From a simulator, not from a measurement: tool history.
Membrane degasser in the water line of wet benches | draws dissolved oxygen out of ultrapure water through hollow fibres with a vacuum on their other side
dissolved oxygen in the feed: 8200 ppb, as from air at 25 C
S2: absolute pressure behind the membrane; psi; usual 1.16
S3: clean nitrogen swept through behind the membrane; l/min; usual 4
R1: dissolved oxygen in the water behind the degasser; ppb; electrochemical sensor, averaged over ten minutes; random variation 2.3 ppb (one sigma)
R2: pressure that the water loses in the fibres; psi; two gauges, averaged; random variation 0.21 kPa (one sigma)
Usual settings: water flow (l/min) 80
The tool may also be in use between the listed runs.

run 1 day=0 | water_flow_(l/min)=80 S2=1.16 S3=4 | R1=224.5 R2=7.348
run 2 day=1.4 | water_flow_(l/min)=80 S2=1.16 S3=4 | R1=222.3 R2=7.364
run 3 day=2.579 | water_flow_(l/min)=80 S2=1.16 S3=2.05 | R1=379.2 R2=7.407
run 4 day=4.025 | water_flow_(l/min)=80 S2=1.011 S3=4 | R1=181.1 R2=7.385
run 5 day=5.008 | water_flow_(l/min)=80 S2=1.011 S3=4 | R1=180.3 R2=7.359
run 6 day=6.346 | water_flow_(l/min)=80 S2=2.177 S3=4 | R1=512.2 R2=7.336
run 7 day=7.988 | water_flow_(l/min)=80 S2=2.177 S3=4 | R1=513.8 R2=7.374
run 8 day=9.033 | water_flow_(l/min)=80 S2=2.177 S3=4 | R1=516.3 R2=7.416
run 9 day=10.167 | water_flow_(l/min)=80 S2=2.177 S3=4 | R1=511.3 R2=7.375
run 10 day=11.854 | water_flow_(l/min)=80 S2=1.16 S3=4 | R1=223.3 R2=7.407
run 11 day=13.1 | water_flow_(l/min)=80 S2=1.16 S3=4 | R1=222.1 R2=7.359
run 12 day=14.058 | water_flow_(l/min)=80 S2=1.16 S3=4 | R1=223.7 R2=7.39
run 13 day=15.283 | water_flow_(l/min)=80 S2=1.16 S3=4 | R1=223.9 R2=7.403
run 14 day=16.096 | water_flow_(l/min)=80 S2=1.16 S3=10.79 | R1=99 R2=7.41
run 15 day=17.321 | water_flow_(l/min)=80 S2=1.16 S3=10.79 | R1=99 R2=7.393
run 16 day=18.558 | water_flow_(l/min)=75 S2=1.16 S3=4 | R1=207 R2=6.886
run 17 day=19.467 | water_flow_(l/min)=75 S2=1.16 S3=4 | R1=208.6 R2=6.907
run 18 day=20.896 | water_flow_(l/min)=108 S2=1.912 S3=7.36 | R1=378.2 R2=9.922
run 19 day=22.338 | water_flow_(l/min)=84 S2=1.867 S3=2.68 | R1=607.3 R2=7.752
run 20 day=24.079 | water_flow_(l/min)=84 S2=2.086 S3=4.16 | R1=504.4 R2=7.733
run 21 day=25.733 | water_flow_(l/min)=84 S2=2.086 S3=4.16 | R1=499 R2=7.746
run 22 day=27.404 | water_flow_(l/min)=63 S2=2.748 S3=2.06 | R1=922.2 R2=5.767
run 23 day=28.354 | water_flow_(l/min)=63 S2=2.748 S3=2.06 | R1=927.6 R2=5.794
run 24 day=29.117 | water_flow_(l/min)=63 S2=2.748 S3=2.06 | R1=916.1 R2=5.841
run 25 day=29.992 | water_flow_(l/min)=123 S2=1.16 S3=6.29 | R1=304.1 R2=11.365
run 26 day=31.417 | water_flow_(l/min)=85 S2=1.421 S3=2.42 | R1=479.4 R2=7.848
run 27 day=32.504 | water_flow_(l/min)=85 S2=1.659 S3=5.1 | R1=318.7 R2=7.847
run 28 day=34.275 | water_flow_(l/min)=74 S2=1.16 S3=4 | R1=206.1 R2=6.799
run 29 day=35.783 | water_flow_(l/min)=53 S2=1.16 S3=4 | R1=144.8 R2=4.875
run 30 day=36.742 | water_flow_(l/min)=67 S2=1.16 S3=3.19 | R1=223.6 R2=6.182
run 31 day=38.388 | water_flow_(l/min)=67 S2=1.16 S3=3.19 | R1=220.2 R2=6.184
run 32 day=40.079 | water_flow_(l/min)=67 S2=1.16 S3=3.19 | R1=227.9 R2=6.216

Forecast each of these 4 alternatives for the next run:
run A day=41.358 | water_flow_(l/min)=117 S2=0.896 S3=2.83 | R1=? R2=?
run B day=41.358 | water_flow_(l/min)=84 S2=1.455 S3=3.04 | R1=? R2=?
run C day=41.358 | water_flow_(l/min)=110 S2=1.781 S3=4 | R1=? R2=?
run D day=41.358 | water_flow_(l/min)=67 S2=1.057 S3=3.19 | R1=? R2=?

run=A R1=321 R2=10.746
run=B R1=412.8 R2=7.773
run=C R1=565.4 R2=10.216
run=D R1=190.3 R2=6.211
Without the tool's hidden state the same runs would have given:
run=A R1=319.9 R2=10.744
run=B R1=412 R2=7.771
run=C R1=564.6 R2=10.215
run=D R1=189.7 R2=6.209
